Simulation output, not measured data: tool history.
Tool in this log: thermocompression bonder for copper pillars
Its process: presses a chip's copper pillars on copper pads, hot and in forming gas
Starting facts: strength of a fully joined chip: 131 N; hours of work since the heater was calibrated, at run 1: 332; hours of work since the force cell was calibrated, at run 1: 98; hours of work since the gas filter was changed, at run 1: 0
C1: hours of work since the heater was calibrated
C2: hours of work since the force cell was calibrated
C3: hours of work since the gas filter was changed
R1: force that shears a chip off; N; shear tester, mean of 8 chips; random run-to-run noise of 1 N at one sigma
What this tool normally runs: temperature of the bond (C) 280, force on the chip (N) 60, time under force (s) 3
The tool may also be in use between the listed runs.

{"run": 1, "hour": 0.0, "temperature of the bond (C)": 280, "force on the chip (N)": 60, "time under force (s)": 3, "C1": 332, "C2": 98, "C3": 0, "R1": 91.7}
{"run": 2, "hour": 86.4, "temperature of the bond (C)": 280, "force on the chip (N)": 41, "time under force (s)": 3, "C1": 388, "C2": 153, "C3": 56, "R1": 69.1}
{"run": 3, "hour": 133.7, "temperature of the bond (C)": 280, "force on the chip (N)": 60, "time under force (s)": 4, "C1": 418, "C2": 184, "C3": 86, "R1": 97.8}
{"run": 4, "hour": 179.5, "temperature of the bond (C)": 291, "force on the chip (N)": 60, "time under force (s)": 4, "C1": 448, "C2": 213, "C3": 116, "R1": 107}
{"run": 5, "hour": 228.7, "temperature of the bond (C)": 291, "force on the chip (N)": 60, "time under force (s)": 4, "C1": 479, "C2": 245, "C3": 148, "R1": 106.8}
{"run": 6, "hour": 270.7, "temperature of the bond (C)": 288, "force on the chip (N)": 60, "time under force (s)": 3, "C1": 506, "C2": 272, "C3": 175, "R1": 99.4}
{"run": 7, "hour": 337.0, "temperature of the bond (C)": 270, "force on the chip (N)": 60, "time under force (s)": 3, "C1": 549, "C2": 315, "C3": 217, "R1": 80.2}
{"run": 8, "hour": 419.0, "temperature of the bond (C)": 270, "force on the chip (N)": 60, "time under force (s)": 3, "C1": 602, "C2": 368, "C3": 270, "R1": 80.1}
{"run": 9, "hour": 459.4, "temperature of the bond (C)": 280, "force on the chip (N)": 60, "time under force (s)": 8, "C1": 628, "C2": 394, "C3": 296, "R1": 111.9}
{"run": 10, "hour": 552.3, "temperature of the bond (C)": 280, "force on the chip (N)": 60, "time under force (s)": 8, "C1": 688, "C2": 454, "C3": 356, "R1": 110}
{"run": 11, "hour": 606.8, "temperature of the bond (C)": 280, "force on the chip (N)": 60, "time under force (s)": 8, "C1": 723, "C2": 489, "C3": 391, "R1": 111.7}
{"run": 12, "hour": 679.3, "temperature of the bond (C)": 280, "force on the chip (N)": 60, "time under force (s)": 4, "C1": 770, "C2": 536, "C3": 438, "R1": 97.5}
{"run": 13, "hour": 726.8, "temperature of the bond (C)": 259, "force on the chip (N)": 60, "time under force (s)": 5, "C1": 801, "C2": 566, "C3": 469, "R1": 82}
{"hour": 766.9, "done": "forming gas filter changed"}
{"run": 14, "hour": 810.5, "temperature of the bond (C)": 258, "force on the chip (N)": 60, "time under force (s)": 6, "C1": 854, "C2": 620, "C3": 28, "R1": 82.4}
{"run": 15, "hour": 851.1, "temperature of the bond (C)": 258, "force on the chip (N)": 60, "time under force (s)": 6, "C1": 880, "C2": 646, "C3": 54, "R1": 84.1}
{"run": 16, "hour": 948.4, "temperature of the bond (C)": 277, "force on the chip (N)": 90, "time under force (s)": 5, "C1": 943, "C2": 709, "C3": 117, "R1": 116.8}
{"run": 17, "hour": 1018.8, "temperature of the bond (C)": 277, "force on the chip (N)": 90, "time under force (s)": 5, "C1": 989, "C2": 754, "C3": 163, "R1": 115.5}
{"run": 18, "hour": 1086.2, "temperature of the bond (C)": 256, "force on the chip (N)": 90, "time under force (s)": 2, "C1": 1032, "C2": 798, "C3": 206, "R1": 78.8}
{"run": 19, "hour": 1181.0, "temperature of the bond (C)": 280, "force on the chip (N)": 87, "time under force (s)": 3, "C1": 1093, "C2": 859, "C3": 267, "R1": 108.2}
{"run": 20, "hour": 1257.7, "temperature of the bond (C)": 280, "force on the chip (N)": 54, "time under force (s)": 3, "C1": 1143, "C2": 909, "C3": 317, "R1": 82.9}

Consider 5 possible next runs. They are alternatives, not a sequence: every one starts from the tool as it was left by run 20. What does each give?
{"run": "A", "hour": 1352.4, "temperature of the bond (C)": 280, "force on the chip (N)": 54, "time under force (s)": 3, "C1": 1204, "C2": 970, "C3": 378, "R1": "?"}
{"run": "B", "hour": 1352.4, "temperature of the bond (C)": 280, "force on the chip (N)": 47, "time under force (s)": 7, "C1": 1204, "C2": 970, "C3": 378, "R1": "?"}
{"run": "C", "hour": 1352.4, "temperature of the bond (C)": 258, "force on the chip (N)": 54, "time under force (s)": 2, "C1": 1204, "C2": 970, "C3": 378, "R1": "?"}
{"run": "D", "hour": 1352.4, "temperature of the bond (C)": 280, "force on the chip (N)": 54, "time under force (s)": 5, "C1": 1204, "C2": 970, "C3": 378, "R1": "?"}
{"run": "E", "hour": 1352.4, "temperature of the bond (C)": 299, "force on the chip (N)": 72, "time under force (s)": 3, "C1": 1204, "C2": 970, "C3": 378, "R1": "?"}

run=A R1=84.1
run=B R1=96.1
run=C R1=53.2
run=D R1=93.6
run=E R1=113.7
Take away the tool's hidden state, keep each run's random variation, and the runs would have read:
run=A R1=85
run=B R1=97.2
run=C R1=53.9
run=D R1=94.6
run=E R1=114.7
